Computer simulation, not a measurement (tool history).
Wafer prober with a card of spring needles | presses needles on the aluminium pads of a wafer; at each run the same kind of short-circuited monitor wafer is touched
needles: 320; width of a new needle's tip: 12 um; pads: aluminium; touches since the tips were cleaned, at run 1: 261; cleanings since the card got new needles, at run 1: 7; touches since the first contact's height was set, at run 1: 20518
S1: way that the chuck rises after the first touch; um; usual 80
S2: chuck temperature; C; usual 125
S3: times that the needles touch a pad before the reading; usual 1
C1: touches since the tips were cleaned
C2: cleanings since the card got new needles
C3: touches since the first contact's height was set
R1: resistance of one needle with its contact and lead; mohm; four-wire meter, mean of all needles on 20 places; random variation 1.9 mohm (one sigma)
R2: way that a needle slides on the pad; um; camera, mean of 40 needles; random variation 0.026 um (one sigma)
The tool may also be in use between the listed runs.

run	hour	S1	S2	S3	C1	C2	C3	R1	R2
1	0	80	125	1	261	7	20518	202	15.54
# hour 4.1: tips cleaned on abrasive film
2	6.4	82	125	1	1460	8	24422	200	15.96
# hour 9: tips cleaned on abrasive film
3	12.9	82	125	1	2400	9	28309	201	15.9
# hour 13.4: tips cleaned on abrasive film
# hour 17.8: tips cleaned on abrasive film
4	20.2	82	125	1	1503	11	32717	202	15.97
# hour 22.3: tips cleaned on abrasive film
5	24.9	79	125	1	1595	12	35521	203	15.33
# hour 26.6: tips cleaned on abrasive film
# hour 31.3: tips cleaned on abrasive film
6	31.9	80	125	1	354	14	39696	201	15.58
# hour 36.3: tips cleaned on abrasive film
7	37.6	80	125	1	817	15	43177	200	15.61
# hour 40.9: tips cleaned on abrasive film
8	41.5	80	125	1	390	16	45486	200	15.57
# hour 45.8: tips cleaned on abrasive film
9	46.2	80	125	1	260	17	48336	203	15.59
# hour 50.7: tips cleaned on abrasive film
# hour 55.1: tips cleaned on abrasive film
10	55.1	80	125	1	0	19	53689	203	15.6
# hour 59.4: tips cleaned on abrasive film
11	62.9	67	83	1	2148	20	58432	198	13.13
# hour 64: tips cleaned on abrasive film
# hour 68.7: tips cleaned on abrasive film
12	69.3	93	54	1	421	22	62246	187	18.22
# hour 73.4: tips cleaned on abrasive film
13	75.8	93	54	1	1482	23	66152	185	18.15
# hour 78.4: tips cleaned on abrasive film
# hour 82.8: tips cleaned on abrasive film
14	82.8	78	33	1	0	25	70351	184	15.3
# hour 87.5: tips cleaned on abrasive film
15	88	95	95	2	277	26	73475	190	18.64

4 ways to go on from here, each from the tool as it stands after run 15. What would each give?
# hour 92.2: tips cleaned on abrasive film
A	96.3	60	95	2	2546	27	78534	?	?
# hour 92.2: tips cleaned on abrasive film
B	96.3	73	42	1	2546	27	78534	?	?
# hour 92.2: tips cleaned on abrasive film
C	96.3	82	95	2	2546	27	78534	?	?
# hour 92.2: tips cleaned on abrasive film
D	96.3	95	32	2	2546	27	78534	?	?

run	R1	R2
A	203	11.78
B	185	14.32
C	197	16.08
D	180	18.64
Without the tool's hidden state the same runs would have given:
run	R1	R2
A	203	11.65
B	185	14.17
C	197	15.91
D	180	18.44
